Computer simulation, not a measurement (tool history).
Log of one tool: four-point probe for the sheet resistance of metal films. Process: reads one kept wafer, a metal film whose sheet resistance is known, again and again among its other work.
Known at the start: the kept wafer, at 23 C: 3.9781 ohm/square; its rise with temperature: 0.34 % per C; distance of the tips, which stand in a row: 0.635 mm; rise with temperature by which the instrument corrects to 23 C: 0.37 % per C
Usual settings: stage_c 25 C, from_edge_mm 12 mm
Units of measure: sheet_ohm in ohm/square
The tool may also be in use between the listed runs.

{"run": 1, "hour": 0.0, "stage_c": 25, "from_edge_mm": 12, "sheet_ohm": 3.981881}
{"run": 2, "hour": 21.6, "stage_c": 25, "from_edge_mm": 5, "sheet_ohm": 4.009975}
{"run": 3, "hour": 40.6, "stage_c": 25, "from_edge_mm": 5, "sheet_ohm": 4.008567}
{"run": 4, "hour": 62.3, "stage_c": 25, "from_edge_mm": 5, "sheet_ohm": 4.009468}
{"run": 5, "hour": 76.6, "stage_c": 23, "from_edge_mm": 12, "sheet_ohm": 3.98348}
{"run": 6, "hour": 101.5, "stage_c": 23, "from_edge_mm": 12, "sheet_ohm": 3.984223}
{"run": 7, "hour": 114.2, "stage_c": 23, "from_edge_mm": 12, "sheet_ohm": 3.984697}
{"run": 8, "hour": 130.5, "stage_c": 32, "from_edge_mm": 12, "sheet_ohm": 3.973536}
{"run": 9, "hour": 143.4, "stage_c": 32, "from_edge_mm": 12, "sheet_ohm": 3.974246}
{"run": 10, "hour": 168.1, "stage_c": 32, "from_edge_mm": 12, "sheet_ohm": 3.972859}
{"run": 11, "hour": 197.2, "stage_c": 32, "from_edge_mm": 12, "sheet_ohm": 3.973858}
{"run": 12, "hour": 215.5, "stage_c": 18, "from_edge_mm": 12, "sheet_ohm": 3.991191}
{"run": 13, "hour": 237.0, "stage_c": 18, "from_edge_mm": 12, "sheet_ohm": 3.991971}
{"run": 14, "hour": 264.5, "stage_c": 18, "from_edge_mm": 12, "sheet_ohm": 3.989953}
{"run": 15, "hour": 278.3, "stage_c": 18, "from_edge_mm": 12, "sheet_ohm": 3.990618}
{"run": 16, "hour": 293.0, "stage_c": 18, "from_edge_mm": 12, "sheet_ohm": 3.990599}
{"run": 17, "hour": 319.7, "stage_c": 18, "from_edge_mm": 12, "sheet_ohm": 3.990152}
{"run": 18, "hour": 350.8, "stage_c": 18, "from_edge_mm": 12, "sheet_ohm": 3.990837}
{"run": 19, "hour": 370.6, "stage_c": 18, "from_edge_mm": 12, "sheet_ohm": 3.99117}
{"run": 20, "hour": 399.2, "stage_c": 18, "from_edge_mm": 12, "sheet_ohm": 3.99088}
{"run": 21, "hour": 420.4, "stage_c": 24, "from_edge_mm": 12, "sheet_ohm": 3.982805}
{"run": 22, "hour": 444.2, "stage_c": 24, "from_edge_mm": 12, "sheet_ohm": 3.983451}
{"run": 23, "hour": 465.6, "stage_c": 30, "from_edge_mm": 9, "sheet_ohm": 3.981198}
{"run": 24, "hour": 481.1, "stage_c": 27, "from_edge_mm": 6, "sheet_ohm": 3.995906}
{"run": 25, "hour": 503.0, "stage_c": 23, "from_edge_mm": 55, "sheet_ohm": 3.978134}
{"run": 26, "hour": 534.0, "stage_c": 27, "from_edge_mm": 55, "sheet_ohm": 3.972528}
{"run": 27, "hour": 559.5, "stage_c": 27, "from_edge_mm": 55, "sheet_ohm": 3.97258}
{"run": 28, "hour": 582.6, "stage_c": 27, "from_edge_mm": 55, "sheet_ohm": 3.97448}
{"run": 29, "hour": 612.4, "stage_c": 18, "from_edge_mm": 55, "sheet_ohm": 3.985605}
{"run": 30, "hour": 637.2, "stage_c": 28, "from_edge_mm": 23, "sheet_ohm": 3.973425}
{"run": 31, "hour": 655.9, "stage_c": 23, "from_edge_mm": 5, "sheet_ohm": 4.013858}
{"run": 32, "hour": 668.6, "stage_c": 20, "from_edge_mm": 11, "sheet_ohm": 3.98989}
{"run": 33, "hour": 695.7, "stage_c": 20, "from_edge_mm": 11, "sheet_ohm": 3.990083}
{"run": 34, "hour": 712.5, "stage_c": 21, "from_edge_mm": 43, "sheet_ohm": 3.982564}
{"run": 35, "hour": 733.0, "stage_c": 25, "from_edge_mm": 20, "sheet_ohm": 3.978142}
{"run": 36, "hour": 749.0, "stage_c": 25, "from_edge_mm": 20, "sheet_ohm": 3.978438}
{"run": 37, "hour": 772.5, "stage_c": 25, "from_edge_mm": 20, "sheet_ohm": 3.977513}
{"run": 38, "hour": 787.6, "stage_c": 26, "from_edge_mm": 61, "sheet_ohm": 3.975197}

Run 39 is up next; what results do you expect?
{"run": 39, "hour": 806.6, "stage_c": 26, "from_edge_mm": 61, "sheet_ohm": "?"}

{"run 39": {"sheet_ohm": 3.974105}}
If the tool had no hidden condition, the same run with the same run-to-run variation would have returned sheet_ohm 3.973855 ohm/square.

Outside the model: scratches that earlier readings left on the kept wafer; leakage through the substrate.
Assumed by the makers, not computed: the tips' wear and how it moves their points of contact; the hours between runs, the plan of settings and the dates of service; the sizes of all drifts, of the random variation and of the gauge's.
